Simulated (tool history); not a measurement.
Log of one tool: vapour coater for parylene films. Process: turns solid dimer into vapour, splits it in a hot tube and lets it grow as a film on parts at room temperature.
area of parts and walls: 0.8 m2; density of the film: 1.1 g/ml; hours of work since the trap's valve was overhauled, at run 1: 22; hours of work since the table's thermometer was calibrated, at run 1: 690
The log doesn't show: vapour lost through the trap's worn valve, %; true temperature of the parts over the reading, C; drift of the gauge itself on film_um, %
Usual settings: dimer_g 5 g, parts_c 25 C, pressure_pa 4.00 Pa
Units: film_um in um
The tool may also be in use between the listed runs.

run,hour,dimer_g,parts_c,pressure_pa,hours of work since the trap's valve was overhauled,hours of work since the table's thermometer was calibrated,film_um
1,0.0,5,25,4.00,22,690,4.49
2,34.5,5,25,4.00,38,706,4.44
3,55.8,5,25,4.00,48,716,4.57
4,87.7,5,25,4.00,63,731,4.39
5,116.6,5,25,4.00,76,744,4.42
6,132.4,3,25,4.00,84,751,2.71
7,151.0,3,25,4.00,92,760,2.64
8,178.0,3,25,4.00,105,773,2.64
9,214.2,3,25,4.00,122,789,2.67
10,232.2,5,26,3.54,130,798,4.27
11,255.8,5,26,3.54,141,809,4.34
12,292.6,2,36,4.35,158,826,1.17
13,331.3,3,18,4.35,176,844,3.20
14,355.3,3,34,9.17,188,855,1.69
15,379.6,9,24,11.31,199,866,7.02

The same runs without the tool's hidden state, with the same run-to-run variation:
run,film_um
1,4.46
2,4.44
3,4.59
4,4.42
5,4.48
6,2.74
7,2.68
8,2.70
9,2.74
10,4.40
11,4.48
12,1.21
13,3.39
14,1.77
15,7.39

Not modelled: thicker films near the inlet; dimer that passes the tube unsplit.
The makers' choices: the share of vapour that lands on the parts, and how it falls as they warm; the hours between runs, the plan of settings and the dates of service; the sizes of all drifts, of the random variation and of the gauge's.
